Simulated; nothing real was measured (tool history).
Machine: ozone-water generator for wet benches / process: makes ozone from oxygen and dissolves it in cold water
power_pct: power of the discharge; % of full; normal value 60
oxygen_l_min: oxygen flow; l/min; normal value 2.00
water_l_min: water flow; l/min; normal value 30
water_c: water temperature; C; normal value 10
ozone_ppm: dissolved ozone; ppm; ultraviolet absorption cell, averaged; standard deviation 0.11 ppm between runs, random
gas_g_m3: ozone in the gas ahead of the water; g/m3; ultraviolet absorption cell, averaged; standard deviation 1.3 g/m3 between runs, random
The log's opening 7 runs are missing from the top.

run,hour,power_pct,oxygen_l_min,water_l_min,water_c,ozone_ppm,gas_g_m3
8,155.4,60,2.32,30,10,8.1,227.7
9,175.7,60,2.00,34,10,6.5,236.5
10,190.5,60,2.00,30,6,7.7,237.4
11,212.7,60,2.00,27,10,8.6,238.0
12,235.1,60,2.00,27,10,8.5,237.9
13,258.4,60,2.00,30,10,7.4,239.4
14,280.8,60,2.00,30,10,7.3,241.2
15,299.7,49,2.00,30,10,6.5,203.5
16,318.0,60,2.00,30,10,7.5,238.0
17,332.9,54,1.29,48,10,2.8,251.7
18,356.6,68,1.88,41,6,5.2,267.6
19,381.9,68,1.88,41,6,5.2,270.9
20,410.9,84,1.31,43,12,4.7,357.6
21,425.2,60,2.00,19,13,13.2,235.8
22,451.0,60,2.00,19,13,13.1,237.9
23,480.7,60,2.00,19,13,13.1,233.9
24,494.9,43,3.07,47,16,3.6,156.2
25,510.6,43,3.07,47,16,3.8,157.0
26,542.6,73,2.77,30,10,10.4,250.8
27,570.6,73,2.77,30,10,10.2,248.5
28,603.3,73,2.77,30,10,10.4,246.8
29,620.7,47,2.77,30,16,6.9,175.4
30,653.4,47,2.77,30,16,6.9,176.9
31,684.1,97,2.77,19,11,22.2,316.5
32,702.1,87,1.64,46,7,4.8,339.9

Forecast each of these 4 alternatives for the next run:
A,718.9,87,1.07,34,7,?,?
B,718.9,79,1.64,46,7,?,?
C,718.9,60,2.00,26,8,?,?
D,718.9,64,1.64,33,13,?,?

run,ozone_ppm,gas_g_m3
A,5.9,388.2
B,4.7,315.8
C,8.9,236.0
D,6.0,261.4
With no hidden state in the tool, these same runs would have given:
run,ozone_ppm,gas_g_m3
A,6.3,401.8
B,4.9,326.0
C,9.4,242.1
D,6.3,268.5
